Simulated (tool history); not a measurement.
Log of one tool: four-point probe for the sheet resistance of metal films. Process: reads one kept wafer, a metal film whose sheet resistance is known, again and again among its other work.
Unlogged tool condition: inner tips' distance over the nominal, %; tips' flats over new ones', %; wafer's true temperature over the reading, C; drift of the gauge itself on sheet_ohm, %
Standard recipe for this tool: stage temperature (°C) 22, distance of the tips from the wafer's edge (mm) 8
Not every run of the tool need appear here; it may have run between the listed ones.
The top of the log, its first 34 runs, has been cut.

run   hour  stage temperature (°C)  distance of the tips from the wafer's edge (mm)  touches since the probe head was changed  hours of work since the stage's thermometer was calibrated  sheet resistance as the instrument gives it (ohm/square)
 35  594.9                      20                                                3                                     55039                                                        2184                                                 17.228838
 36  617.3                      23                                                8                                     55936                                                        2200                                                 15.990706
 37  627.7                      25                                               25                                     56353                                                        2207                                                 15.764437
 38  648.4                      22                                                8                                     57180                                                        2222                                                 16.014958
 39  661.6                      22                                                8                                     57712                                                        2232                                                 16.016722
 40  686.6                      22                                                8                                     58713                                                        2249                                                 16.014935
 41  706.9                      22                                                8                                     59525                                                        2264                                                 16.015464
 42  717.5                      19                                               46                                     59951                                                        2272                                                 15.869547
 43  730.0                      31                                               13                                     60451                                                        2281                                                 15.696736
 44  742.2                      25                                               20                                     60941                                                        2289                                                 15.768540

4 ways to go on from here, each from the tool as it stands after run 44. What would each give?
  A  756.9                      30                                               11                                     61529                                                        2300                                                         ?
  B  756.9                      20                                               14                                     61529                                                        2300                                                         ?
  C  756.9                      28                                                4                                     61529                                                        2300                                                         ?
  D  756.9                      20                                                8                                     61529                                                        2300                                                         ?

run  sheet resistance as the instrument gives it (ohm/square)
  A                                                 15.745337
  B                                                 15.911782
  C                                                 16.478381
  D                                                 16.054538
With the hidden condition removed and each run's random variation left untouched, the same runs would have given:
run  sheet resistance as the instrument gives it (ohm/square)
  A                                                 15.745314
  B                                                 15.911754
  C                                                 16.478355
  D                                                 16.054510
